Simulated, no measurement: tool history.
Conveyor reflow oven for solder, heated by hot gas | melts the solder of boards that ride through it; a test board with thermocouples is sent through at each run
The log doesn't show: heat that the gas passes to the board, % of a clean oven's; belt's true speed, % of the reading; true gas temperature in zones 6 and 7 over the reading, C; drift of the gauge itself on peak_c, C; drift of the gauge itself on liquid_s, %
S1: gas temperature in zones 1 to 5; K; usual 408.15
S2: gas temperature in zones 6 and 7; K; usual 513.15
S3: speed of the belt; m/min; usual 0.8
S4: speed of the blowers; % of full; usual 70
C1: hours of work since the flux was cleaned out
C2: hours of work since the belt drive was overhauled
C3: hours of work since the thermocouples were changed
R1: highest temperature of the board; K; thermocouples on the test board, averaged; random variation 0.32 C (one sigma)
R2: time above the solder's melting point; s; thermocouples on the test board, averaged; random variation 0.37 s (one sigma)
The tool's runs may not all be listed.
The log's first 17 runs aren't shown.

{"run": 18, "hour": 944.4, "S1": 422.15, "S2": 519.15, "S3": 0.948, "S4": 54, "C1": 220, "C2": 230, "C3": 209, "R1": 493.35, "R2": 42}
{"run": 19, "hour": 983.5, "S1": 401.15, "S2": 519.15, "S3": 0.679, "S4": 54, "C1": 246, "C2": 255, "C3": 234, "R1": 502.45, "R2": 57.8}
{"run": 20, "hour": 1039.4, "S1": 418.15, "S2": 508.15, "S3": 0.871, "S4": 84, "C1": 282, "C2": 291, "C3": 270, "R1": 493.95, "R2": 46.4}
{"hour": 1055.5, "done": "flux residue cleaned out of gas plates and filters"}
{"run": 21, "hour": 1101.4, "S1": 418.15, "S2": 508.15, "S3": 0.871, "S4": 80, "C1": 30, "C2": 329, "C3": 307, "R1": 494.65, "R2": 46.2}
{"run": 22, "hour": 1157.7, "S1": 418.15, "S2": 508.15, "S3": 0.871, "S4": 80, "C1": 66, "C2": 365, "C3": 344, "R1": 495.65, "R2": 46.4}
{"run": 23, "hour": 1210.2, "S1": 397.15, "S2": 508.15, "S3": 0.871, "S4": 65, "C1": 101, "C2": 399, "C3": 378, "R1": 487.65, "R2": 36.1}
{"run": 24, "hour": 1268.5, "S1": 397.15, "S2": 508.15, "S3": 0.871, "S4": 65, "C1": 138, "C2": 437, "C3": 416, "R1": 487.45, "R2": 35.7}
{"run": 25, "hour": 1326.1, "S1": 401.15, "S2": 516.15, "S3": 0.808, "S4": 74, "C1": 176, "C2": 475, "C3": 454, "R1": 500.45, "R2": 48}
{"run": 26, "hour": 1358.3, "S1": 401.15, "S2": 516.15, "S3": 0.888, "S4": 81, "C1": 197, "C2": 495, "C3": 474, "R1": 498.65, "R2": 42.6}
{"run": 27, "hour": 1430.0, "S1": 408.15, "S2": 513.15, "S3": 0.731, "S4": 53, "C1": 243, "C2": 542, "C3": 521, "R1": 496.35, "R2": 52.4}
{"run": 28, "hour": 1493.8, "S1": 408.15, "S2": 513.15, "S3": 0.731, "S4": 53, "C1": 285, "C2": 584, "C3": 563, "R1": 495.75, "R2": 53.1}
{"hour": 1507.8, "done": "flux residue cleaned out of gas plates and filters"}
{"run": 29, "hour": 1564.2, "S1": 408.15, "S2": 513.15, "S3": 0.731, "S4": 53, "C1": 37, "C2": 626, "C3": 605, "R1": 497.25, "R2": 53}
{"run": 30, "hour": 1626.2, "S1": 400.15, "S2": 513.15, "S3": 0.824, "S4": 70, "C1": 77, "C2": 666, "C3": 645, "R1": 497.35, "R2": 45.1}

Forecast each of these 3 alternatives for the next run:
{"run": "A", "hour": 1684.6, "S1": 413.15, "S2": 522.15, "S3": 0.8, "S4": 61, "C1": 115, "C2": 704, "C3": 683, "R1": "?", "R2": "?"}
{"run": "B", "hour": 1684.6, "S1": 408.15, "S2": 513.15, "S3": 0.829, "S4": 70, "C1": 115, "C2": 704, "C3": 683, "R1": "?", "R2": "?"}
{"run": "C", "hour": 1684.6, "S1": 408.15, "S2": 522.15, "S3": 0.8, "S4": 70, "C1": 115, "C2": 704, "C3": 683, "R1": "?", "R2": "?"}

run=A R1=505.05 R2=54
run=B R1=497.85 R2=48
run=C R1=507.35 R2=54.4
Without the tool's hidden state the same runs would have given:
run=A R1=502.75 R2=52
run=B R1=495.65 R2=46
run=C R1=505.05 R2=52.5
